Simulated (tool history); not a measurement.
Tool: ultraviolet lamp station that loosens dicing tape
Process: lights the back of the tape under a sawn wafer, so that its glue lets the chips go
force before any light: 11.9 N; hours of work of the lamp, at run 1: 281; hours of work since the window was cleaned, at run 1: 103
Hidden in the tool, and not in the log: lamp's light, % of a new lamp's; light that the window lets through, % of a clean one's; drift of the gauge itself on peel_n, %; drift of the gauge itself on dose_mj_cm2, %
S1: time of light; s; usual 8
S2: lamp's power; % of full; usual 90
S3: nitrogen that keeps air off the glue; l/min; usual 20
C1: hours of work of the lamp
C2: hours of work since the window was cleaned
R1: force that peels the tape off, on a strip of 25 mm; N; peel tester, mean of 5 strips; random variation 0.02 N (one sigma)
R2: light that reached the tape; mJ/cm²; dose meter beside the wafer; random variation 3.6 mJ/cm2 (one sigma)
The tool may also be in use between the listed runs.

run	hour	S1	S2	S3	C1	C2	R1	R2
1	0	8	90	20	281	103	1.402	489
2	13.8	8	90	20	289	111	1.473	491
3	21.7	8	90	20	293	116	1.441	485
4	33.1	8	90	20	300	122	1.47	489
5	48	8	90	20	308	131	1.516	481
6	55.3	8	90	20	313	135	1.474	476
7	63.7	12	90	20	317	140	0.59	714
8	75.4	12	90	20	324	147	0.621	708
9	82.5	12	90	20	328	151	0.593	715
10	90.3	12	90	20	333	155	0.611	707
11	106.5	10	61	8	342	165	3.443	398
12	118.6	6	99	35	349	172	1.672	386

Run 13 comes next. What will it give?
13	135.2	12	96	12	358	181	?	?

R1: 0.938 N
R2: 734 mJ/cm²
Without the tool's hidden state the same run would have given R1 0.514 N, R2 935 mJ/cm².
